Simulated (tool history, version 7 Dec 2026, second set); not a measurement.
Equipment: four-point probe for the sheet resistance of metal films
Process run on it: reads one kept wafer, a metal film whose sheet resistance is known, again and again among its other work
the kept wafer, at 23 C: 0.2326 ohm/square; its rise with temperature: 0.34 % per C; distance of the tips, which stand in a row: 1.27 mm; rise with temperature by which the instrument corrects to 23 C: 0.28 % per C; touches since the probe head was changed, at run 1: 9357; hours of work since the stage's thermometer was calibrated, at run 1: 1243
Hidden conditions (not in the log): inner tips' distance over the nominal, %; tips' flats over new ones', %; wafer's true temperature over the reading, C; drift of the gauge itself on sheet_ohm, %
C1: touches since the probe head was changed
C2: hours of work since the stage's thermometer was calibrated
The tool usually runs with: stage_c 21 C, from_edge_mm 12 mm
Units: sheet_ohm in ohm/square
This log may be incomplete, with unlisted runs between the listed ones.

run 1 hour=0.0 | stage_c=21 from_edge_mm=12 | C1=9357 C2=1243 | sheet_ohm=0.234000
run 2 hour=40.4 | stage_c=21 from_edge_mm=12 | C1=10448 C2=1265 | sheet_ohm=0.233873
run 3 hour=109.6 | stage_c=21 from_edge_mm=12 | C1=12314 C2=1302 | sheet_ohm=0.233865
run 4 hour=149.7 | stage_c=34 from_edge_mm=12 | C1=13398 C2=1324 | sheet_ohm=0.235427
run 5 hour=195.8 | stage_c=34 from_edge_mm=12 | C1=14642 C2=1349 | sheet_ohm=0.235454
run 6 hour=247.2 | stage_c=19 from_edge_mm=12 | C1=16029 C2=1376 | sheet_ohm=0.233602
run 7 hour=309.2 | stage_c=19 from_edge_mm=12 | C1=17702 C2=1410 | sheet_ohm=0.233476
run 8 hour=339.0 | stage_c=21 from_edge_mm=12 | C1=18506 C2=1426 | sheet_ohm=0.233661
run 9 hour=406.2 | stage_c=21 from_edge_mm=12 | C1=20319 C2=1462 | sheet_ohm=0.233885
run 10 hour=449.7 | stage_c=21 from_edge_mm=12 | C1=21492 C2=1485 | sheet_ohm=0.233687
run 11 hour=483.3 | stage_c=21 from_edge_mm=12 | C1=22399 C2=1504 | sheet_ohm=0.233699
run 12 hour=517.6 | stage_c=19 from_edge_mm=12 | C1=23326 C2=1522 | sheet_ohm=0.233428
run 13 hour=572.9 | stage_c=19 from_edge_mm=12 | C1=24817 C2=1552 | sheet_ohm=0.233393
-- hour=578.3 stage's thermometer calibrated
run 14 hour=620.6 | stage_c=19 from_edge_mm=12 | C1=26090 C2=23 | sheet_ohm=0.233579
run 15 hour=677.4 | stage_c=21 from_edge_mm=12 | C1=27624 C2=53 | sheet_ohm=0.233770
run 16 hour=729.8 | stage_c=35 from_edge_mm=12 | C1=29037 C2=82 | sheet_ohm=0.235473
run 17 hour=773.5 | stage_c=33 from_edge_mm=12 | C1=30218 C2=105 | sheet_ohm=0.235216
-- hour=797.6 stage's thermometer calibrated, once more
run 18 hour=833.7 | stage_c=20 from_edge_mm=12 | C1=31827 C2=19 | sheet_ohm=0.233355
run 19 hour=885.0 | stage_c=20 from_edge_mm=12 | C1=33213 C2=47 | sheet_ohm=0.233267
run 20 hour=932.0 | stage_c=21 from_edge_mm=12 | C1=34480 C2=72 | sheet_ohm=0.233330
run 21 hour=991.9 | stage_c=21 from_edge_mm=12 | C1=36098 C2=105 | sheet_ohm=0.233272
run 22 hour=1060.1 | stage_c=21 from_edge_mm=12 | C1=37937 C2=141 | sheet_ohm=0.233318
run 23 hour=1115.8 | stage_c=23 from_edge_mm=12 | C1=39440 C2=171 | sheet_ohm=0.233532
run 24 hour=1159.1 | stage_c=23 from_edge_mm=12 | C1=40610 C2=195 | sheet_ohm=0.233521
run 25 hour=1205.5 | stage_c=23 from_edge_mm=12 | C1=41862 C2=220 | sheet_ohm=0.233596
run 26 hour=1253.7 | stage_c=23 from_edge_mm=12 | C1=43163 C2=246 | sheet_ohm=0.233486
run 27 hour=1303.3 | stage_c=21 from_edge_mm=10 | C1=44501 C2=272 | sheet_ohm=0.233849
run 28 hour=1348.4 | stage_c=27 from_edge_mm=24 | C1=45717 C2=297 | sheet_ohm=0.232946
run 29 hour=1385.0 | stage_c=26 from_edge_mm=4 | C1=46706 C2=316 | sheet_ohm=0.244402
run 30 hour=1437.1 | stage_c=26 from_edge_mm=4 | C1=48112 C2=345 | sheet_ohm=0.244341
run 31 hour=1481.9 | stage_c=19 from_edge_mm=29 | C1=49319 C2=369 | sheet_ohm=0.231701
run 32 hour=1541.4 | stage_c=23 from_edge_mm=68 | C1=50926 C2=401 | sheet_ohm=0.231961
run 33 hour=1576.9 | stage_c=21 from_edge_mm=10 | C1=51885 C2=420 | sheet_ohm=0.233650
run 34 hour=1609.8 | stage_c=25 from_edge_mm=35 | C1=52770 C2=438 | sheet_ohm=0.232328
run 35 hour=1644.3 | stage_c=28 from_edge_mm=7 | C1=53703 C2=456 | sheet_ohm=0.236544
run 36 hour=1687.9 | stage_c=28 from_edge_mm=7 | C1=54880 C2=480 | sheet_ohm=0.236582
run 37 hour=1744.4 | stage_c=22 from_edge_mm=18 | C1=56403 C2=510 | sheet_ohm=0.232491
run 38 hour=1772.3 | stage_c=34 from_edge_mm=35 | C1=57157 C2=525 | sheet_ohm=0.233398
run 39 hour=1805.1 | stage_c=25 from_edge_mm=45 | C1=58042 C2=543 | sheet_ohm=0.232202
run 40 hour=1851.9 | stage_c=26 from_edge_mm=12 | C1=59304 C2=568 | sheet_ohm=0.233704
run 41 hour=1882.5 | stage_c=26 from_edge_mm=12 | C1=60132 C2=585 | sheet_ohm=0.233547
run 42 hour=1922.3 | stage_c=24 from_edge_mm=3 | C1=61205 C2=606 | sheet_ohm=0.252240
run 43 hour=1982.6 | stage_c=20 from_edge_mm=12 | C1=62833 C2=639 | sheet_ohm=0.232814
run 44 hour=2028.0 | stage_c=23 from_edge_mm=6 | C1=64056 C2=663 | sheet_ohm=0.237344

Below are 5 alternative next runs, each starting from the tool's condition after run 44. Predict each:
run A hour=2058.4 | stage_c=22 from_edge_mm=17 | C1=64877 C2=679 | sheet_ohm=?
run B hour=2058.4 | stage_c=30 from_edge_mm=9 | C1=64877 C2=679 | sheet_ohm=?
run C hour=2058.4 | stage_c=23 from_edge_mm=12 | C1=64877 C2=679 | sheet_ohm=?
run D hour=2058.4 | stage_c=28 from_edge_mm=4 | C1=64877 C2=679 | sheet_ohm=?
run E hour=2058.4 | stage_c=22 from_edge_mm=12 | C1=64877 C2=679 | sheet_ohm=?

run=A sheet_ohm=0.232430
run=B sheet_ohm=0.235124
run=C sheet_ohm=0.233148
run=D sheet_ohm=0.244269
run=E sheet_ohm=0.233039
Stripped of hidden state, with their random variation kept, the same runs would have yielded:
run=A sheet_ohm=0.233247
run=B sheet_ohm=0.235953
run=C sheet_ohm=0.233967
run=D sheet_ohm=0.245126
run=E sheet_ohm=0.233857
